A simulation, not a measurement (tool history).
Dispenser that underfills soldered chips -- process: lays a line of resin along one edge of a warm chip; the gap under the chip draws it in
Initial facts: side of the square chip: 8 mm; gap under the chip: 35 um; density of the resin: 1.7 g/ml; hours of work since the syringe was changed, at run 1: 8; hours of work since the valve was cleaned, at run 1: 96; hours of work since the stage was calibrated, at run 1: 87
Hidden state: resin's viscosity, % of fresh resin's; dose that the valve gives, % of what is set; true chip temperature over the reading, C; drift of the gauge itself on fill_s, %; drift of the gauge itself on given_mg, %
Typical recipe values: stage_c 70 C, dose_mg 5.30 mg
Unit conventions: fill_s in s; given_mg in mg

run   hour  stage_c  dose_mg  hours of work since the syringe was changed  hours of work since the valve was cleaned  hours of work since the stage was calibrated  fill_s  given_mg
  1    0.0       70     5.30                                            8                                         96                                            87   102.2      4.85
       0.8  -- new syringe of resin
  2    6.7       70     5.30                                            4                                        100                                            92    82.7      4.82
  3   11.8       62     5.30                                            8                                        104                                            95   143.0      4.86
      13.5  -- new syringe of resin
  4   15.6       62     5.30                                            1                                        106                                            98   103.1      4.83
  5   19.7       62     6.03                                            4                                        109                                           101   116.8      5.51
  6   24.7       67     5.30                                            8                                        113                                           104   111.3      4.83
      26.2  -- new syringe of resin
  7   27.9       70     5.30                                            1                                        115                                           106    70.3      4.78
  8   30.7       70     5.30                                            3                                        117                                           108    77.5      4.81
  9   37.1       70     5.30                                            8                                        121                                           113    99.4      4.76
      39.2  -- new syringe of resin
 10   42.2       70     5.30                                            2                                        124                                           116    74.6      4.75
 11   45.1       70     6.60                                            4                                        126                                           118    77.7      5.96
 12   51.2       70     5.30                                            8                                        131                                           122   103.8      4.72
      51.8  -- new syringe of resin
 13   55.3       70     5.30                                            2                                        133                                           125    73.4      4.75
 14   60.1       70     5.30                                            6                                        137                                           128    89.3      4.71
      63.8  -- dispensing valve cleaned and set on the balance
      65.6  -- new syringe of resin
 15   67.6       70     5.30                                            1                                          2                                           132    68.6      5.31
 16   70.6       70     5.30                                            3                                          5                                           135    77.2      5.26
 17   73.6       70     5.30                                            6                                          7                                           137    85.5      5.22
      78.3  -- new syringe of resin
 18   78.8       70     6.59                                            0                                         10                                           140    65.4      6.56
 19   81.6       70     5.14                                            2                                         12                                           142    73.1      5.09
 20   85.2       70     5.14                                            5                                         15                                           145    82.7      5.09
 21   89.7       70     4.78                                            8                                         18                                           148    99.0      4.74
      91.2  -- new syringe of resin
 22   94.2       70     4.78                                            2                                         21                                           151    73.5      4.71
 23   99.7       70     4.78                                            6                                         24                                           155    88.7      4.68
 24  102.6       70     4.78                                            8                                         27                                           157   101.0      4.67
     103.8  -- new syringe of resin
 25  107.8       70     4.78                                            3                                         30                                           160    76.9      4.67
 26  112.2       63     4.56                                            6                                         33                                           163   128.6      4.43
 27  115.2       73     5.60                                            8                                         35                                           165    83.9      5.46
     116.5  -- new syringe of resin
 28  121.3       73     5.60                                            3                                         39                                           169    64.3      5.41
 29  124.1       84     5.11                                            5                                         41                                           171    45.4      4.95
     129.5  -- new syringe of resin
 30  130.8       77     6.25                                            1                                         46                                           176    47.5      6.09
 31  137.4       83     6.59                                            6                                         50                                           180    46.1      6.32
 32  140.7       83     6.59                                            8                                         52                                           182    52.4      6.28
     142.2  -- new syringe of resin
 33  143.9       83     6.59                                            1                                         55                                           185    37.0      6.34
 34  150.3       83     6.59                                            6                                         59                                           189    45.9      6.32
 35  153.7       83     6.59                                            8                                         61                                           191    52.4      6.26
     155.1  -- new syringe of resin
 36  157.1       61     5.84                                            1                                         64                                           194   101.7      5.57
 37  163.3       61     5.84                                            6                                         68                                           198   126.3      5.51

Here are 3 independent what-if runs from the current tool condition. What would each one return?
     167.9  -- new syringe of resin
  A  169.8       64     5.92                                            1                                         72                                           202       ?         ?
     167.9  -- new syringe of resin
  B  169.8       67     5.80                                            1                                         72                                           202       ?         ?
     167.9  -- new syringe of resin
  C  169.8       59     4.87                                            1                                         72                                           202       ?         ?

run  fill_s  given_mg
  A    90.0      5.55
  B    76.2      5.46
  C   120.6      4.58
With no hidden state in the tool, these same runs would have given:
run  fill_s  given_mg
  A    87.0      5.89
  B    73.5      5.79
  C   115.4      4.86
